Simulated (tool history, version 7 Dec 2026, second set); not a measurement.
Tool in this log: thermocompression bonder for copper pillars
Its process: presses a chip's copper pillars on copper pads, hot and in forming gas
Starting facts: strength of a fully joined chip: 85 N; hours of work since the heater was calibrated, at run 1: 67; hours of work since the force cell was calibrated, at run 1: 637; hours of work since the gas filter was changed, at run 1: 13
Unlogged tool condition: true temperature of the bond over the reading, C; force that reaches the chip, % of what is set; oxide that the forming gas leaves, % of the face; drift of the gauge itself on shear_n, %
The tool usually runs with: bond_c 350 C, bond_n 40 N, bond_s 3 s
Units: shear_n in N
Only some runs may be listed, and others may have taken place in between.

run,hour,bond_c,bond_n,bond_s,hours of work since the heater was calibrated,hours of work since the force cell was calibrated,hours of work since the gas filter was changed,shear_n
1,0,350,40,3,67,637,13,38.3
2,19,350,40,3,78,649,25,37.3
3,40.1,350,28,3,91,662,38,28
4,68.5,350,40,3,109,679,55,38.2
5,100.1,350,40,3,128,699,75,38.9
6,129.3,350,40,3,146,717,93,38.7
7,159.6,350,40,3,165,736,112,37.1
8,179.8,324,40,3,178,748,124,28.6
9,209.9,350,49,3,196,767,143,46.6
10,233,351,40,3,211,781,157,38
11,259.3,351,33,3,227,797,173,32.2
12,287,378,40,3,244,814,191,49.8
13,310.2,350,40,3,258,829,205,38.2
14,325.1,350,40,3,268,838,214,37.8
15,347.3,350,47,4,281,852,228,46.7
16,364.8,367,54,8,292,863,239,70.3
17,385,334,25,4,305,875,251,23.6
18,407.1,334,25,4,318,889,265,22.1
19,422.5,336,49,4,328,898,274,43.4
20,438.5,322,42,6,338,908,284,38.7
21,455.5,322,42,6,348,919,295,37.9
# hour 470.7: forming gas filter changed
22,474.6,322,42,6,360,930,2,38.7
23,497.1,374,36,3,374,944,16,43.8
24,520.4,363,33,3,388,958,31,37.1

Run 25, settings as shown, results not yet in. Your forecast:
25,540.2,363,33,3,400,971,43,?

{"run 25": {"shear_n": 37.2}}
Were there no unlogged condition in the tool, this run, its random variation unchanged, would have produced shear_n 37.2 N.
